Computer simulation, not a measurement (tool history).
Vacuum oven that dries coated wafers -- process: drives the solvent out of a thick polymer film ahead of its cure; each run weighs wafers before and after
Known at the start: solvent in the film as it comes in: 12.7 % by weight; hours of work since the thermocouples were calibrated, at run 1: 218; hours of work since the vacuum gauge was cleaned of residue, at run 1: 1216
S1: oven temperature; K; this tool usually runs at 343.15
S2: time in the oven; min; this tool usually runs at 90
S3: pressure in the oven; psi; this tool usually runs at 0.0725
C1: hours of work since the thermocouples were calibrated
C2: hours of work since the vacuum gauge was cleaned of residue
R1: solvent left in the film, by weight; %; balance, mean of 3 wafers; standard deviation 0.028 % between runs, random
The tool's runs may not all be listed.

run	hour	S1	S2	S3	C1	C2	R1
1	0.0	343.15	90	0.0725	218	1216	1.50
2	96.0	343.15	154	0.0725	264	1261	0.83
3	202.7	343.15	154	0.0725	314	1312	0.81
4	306.1	343.15	154	0.0725	362	1360	0.89
5	402.4	343.15	154	0.0754	408	1406	0.88
6	464.7	343.15	154	0.0754	437	1435	0.85
7	519.6	345.15	131	0.0725	463	1461	0.82
# hour 570.6: vacuum gauge cleaned of residue and calibrated
8	639.5	339.15	157	0.0693	519	32	0.67

Run 9 is up next; what results do you expect?
9	708.9	339.15	157	0.0693	551	65	?

R1: 0.69 %
The same run, on a tool lacking any hidden state, would have yielded R1 0.72 %.
